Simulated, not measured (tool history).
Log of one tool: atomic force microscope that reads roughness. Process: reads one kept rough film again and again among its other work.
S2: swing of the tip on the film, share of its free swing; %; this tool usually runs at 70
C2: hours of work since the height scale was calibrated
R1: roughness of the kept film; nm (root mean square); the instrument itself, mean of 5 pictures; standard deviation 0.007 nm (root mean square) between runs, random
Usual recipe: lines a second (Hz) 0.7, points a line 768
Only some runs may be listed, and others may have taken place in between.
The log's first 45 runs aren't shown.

run 46 hour=2612.2 | lines_a_second_(Hz)=0.813 S2=82 points_a_line=430 | pictures_with_this_tip=274 C2=1807 | R1=1.155
-- hour=2629.7 new tip fitted
run 47 hour=2685.2 | lines_a_second_(Hz)=3.447 S2=70 points_a_line=617 | pictures_with_this_tip=70 C2=1861 | R1=1.288
run 48 hour=2765.5 | lines_a_second_(Hz)=3.447 S2=75 points_a_line=617 | pictures_with_this_tip=173 C2=1920 | R1=1.168
run 49 hour=2811.6 | lines_a_second_(Hz)=2.415 S2=75 points_a_line=627 | pictures_with_this_tip=232 C2=1954 | R1=1.152
-- hour=2857.3 new tip fitted
run 50 hour=2857.3 | lines_a_second_(Hz)=2.573 S2=67 points_a_line=768 | pictures_with_this_tip=0 C2=1987 | R1=1.395
run 51 hour=2930.4 | lines_a_second_(Hz)=2.654 S2=82 points_a_line=269 | pictures_with_this_tip=94 C2=2040 | R1=1.205
run 52 hour=3014.8 | lines_a_second_(Hz)=1.917 S2=69 points_a_line=1001 | pictures_with_this_tip=201 C2=2102 | R1=1.22
-- hour=3087.4 new tip fitted
run 53 hour=3099 | lines_a_second_(Hz)=0.98 S2=67 points_a_line=768 | pictures_with_this_tip=14 C2=2164 | R1=1.419

What if the next run were any one of these 3? Each begins from the tool's condition after run 53:
run A hour=3146.7 | lines_a_second_(Hz)=1.863 S2=74 points_a_line=315 | pictures_with_this_tip=75 C2=2199 | R1=?
run B hour=3146.7 | lines_a_second_(Hz)=1.751 S2=73 points_a_line=768 | pictures_with_this_tip=75 C2=2199 | R1=?
run C hour=3146.7 | lines_a_second_(Hz)=1.678 S2=68 points_a_line=768 | pictures_with_this_tip=75 C2=2199 | R1=?

run=A R1=1.289
run=B R1=1.317
run=C R1=1.337
Without the tool's unlogged condition, the same runs would have read:
run=A R1=1.372
run=B R1=1.402
run=C R1=1.423
